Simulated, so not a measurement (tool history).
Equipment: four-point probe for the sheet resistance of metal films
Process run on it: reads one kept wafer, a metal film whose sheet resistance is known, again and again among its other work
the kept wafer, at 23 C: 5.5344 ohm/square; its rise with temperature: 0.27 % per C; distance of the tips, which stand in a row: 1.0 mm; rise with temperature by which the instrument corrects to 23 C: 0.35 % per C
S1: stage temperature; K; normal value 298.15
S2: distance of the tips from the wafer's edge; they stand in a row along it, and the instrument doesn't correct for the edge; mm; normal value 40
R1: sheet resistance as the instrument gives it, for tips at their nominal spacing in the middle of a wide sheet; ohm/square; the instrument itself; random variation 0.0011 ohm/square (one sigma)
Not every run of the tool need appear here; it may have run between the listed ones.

run     day      S1  S2        R1
  1   0.000  298.15  40  5.545960
  2   1.896  298.15  40  5.547385
  3   3.879  298.15  40  5.548337
  4   5.779  298.15  40  5.548309
  5   7.404  298.15  40  5.550927
  6   9.354  298.15  40  5.549487
  7  10.950  298.15  40  5.550888
  8  12.358  298.15  40  5.551892
  9  14.054  298.15  40  5.550765
 10  15.542  298.15  40  5.553860
 11  16.450  298.15  40  5.551544
 12  18.233  298.15   7  5.610556
 13  20.183  298.15   7  5.613438
 14  21.850  298.15   8  5.601054
 15  23.750  298.15  15  5.566198
 16  25.350  298.15  40  5.556663
 17  27.246  298.15  40  5.556826
 18  28.683  304.15  40  5.533801
 19  30.467  304.15  40  5.532345
 20  32.492  298.15  40  5.559905
 21  34.375  301.15  40  5.547804
 22  35.925  298.15  40  5.560634
 23  37.271  292.15  33  5.587127
 24  39.021  292.15  33  5.587882
 25  40.329  292.15   3  5.897935
 26  41.896  304.15   8  5.585105
 27  43.700  291.15  13  5.608645
 28  44.583  294.15  21  5.584214
 29  46.333  294.15  21  5.587768
 30  47.946  298.15  16  5.576193
 31  48.992  292.15   5  5.708224
 32  50.750  307.15   3  5.838194
 33  51.696  302.15   8  5.593873
 34  53.621  302.15  14  5.563736
 35  55.104  302.15  14  5.564457
 36  56.821  295.15   5  5.697603
 37  57.767  295.15   5  5.699446
 38  59.579  292.15  68  5.595014
 39  60.967  295.15  29  5.585916
 40  62.792  295.15  29  5.587231
 41  63.862  299.15   4  5.744535
 42  65.538  291.15  13  5.619044
 43  67.442  291.15  13  5.617761
 44  68.804  307.15   5  5.650595

Some steps in R1, run to run, broken into two amounts with sign: the step expected even without the hidden condition (settings, incoming material, random variation), and the rest, left for the hidden condition together with whatever gauge scatter is not in both the measured and the hidden-condition-free result:
The hidden state here: inner tips' distance over the nominal, %; tips' flats over new ones', %; wafer's true temperature over the reading, C; drift of the gauge itself on sheet_ohm, %.
Run 24 -> 25: S2 33 -> 3. R1 +0.310053 ohm/square: hidden state +0.002303, all else +0.307750.
Run 25 -> 26: S1 292.15 -> 304.15, S2 3 -> 8. R1 -0.312830 ohm/square: hidden state -0.000929, all else -0.311901.
Run 31 -> 32: S1 292.15 -> 307.15, S2 5 -> 3. R1 +0.129970 ohm/square: hidden state +0.001676, all else +0.128294.
Run 32 -> 33: S1 307.15 -> 302.15, S2 3 -> 8. R1 -0.244321 ohm/square: hidden state -0.001191, all else -0.243130.
Run 40 -> 41: S1 295.15 -> 299.15, S2 29 -> 4. R1 +0.157304 ohm/square: hidden state +0.001559, all else +0.155745.
